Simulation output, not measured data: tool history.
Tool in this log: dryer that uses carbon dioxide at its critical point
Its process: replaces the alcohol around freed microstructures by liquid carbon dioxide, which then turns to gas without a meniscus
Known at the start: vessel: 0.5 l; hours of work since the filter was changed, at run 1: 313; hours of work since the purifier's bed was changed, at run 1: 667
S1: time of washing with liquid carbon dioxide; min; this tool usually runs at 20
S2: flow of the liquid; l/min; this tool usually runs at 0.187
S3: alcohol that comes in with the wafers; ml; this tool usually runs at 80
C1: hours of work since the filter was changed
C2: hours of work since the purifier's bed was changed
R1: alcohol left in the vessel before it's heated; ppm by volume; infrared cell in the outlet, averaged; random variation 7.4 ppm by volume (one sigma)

run   hour  S1     S2  S3   C1   C2   R1
  1    0.0  20  0.187  80  313  667  563
  2   73.9  20  0.187  21  366  720  249
  3  120.1  20  0.187  80  400  754  617
  4  166.4  20  0.187  80  433  787  632
  5  200.1  20  0.187  80  457  812  637
  6  261.0  20  0.271  80  501  855  191
     279.7  -- inlet filter changed
  7  320.3  20  0.271  80   29  897  186
  8  358.8  20  0.271  80   57  925  185
  9  391.2  15  0.271  26   80  949  231
 10  449.5  26  0.187  80  122  991  230

What if the next run were any one of these 4? Each begins from the tool's condition after run 10:
  A  524.1  23  0.187  30  176  1044   ?
  B  524.1  29  0.187  80  176  1044   ?
  C  524.1  20  0.236  59  176  1044   ?
  D  524.1  26  0.187  94  176  1044   ?

run   R1
  A  249
  B  215
  C  249
  D  259
Without the tool's unlogged condition, the same runs would have read:
run  R1
  A  68
  B  33
  C  66
  D  75

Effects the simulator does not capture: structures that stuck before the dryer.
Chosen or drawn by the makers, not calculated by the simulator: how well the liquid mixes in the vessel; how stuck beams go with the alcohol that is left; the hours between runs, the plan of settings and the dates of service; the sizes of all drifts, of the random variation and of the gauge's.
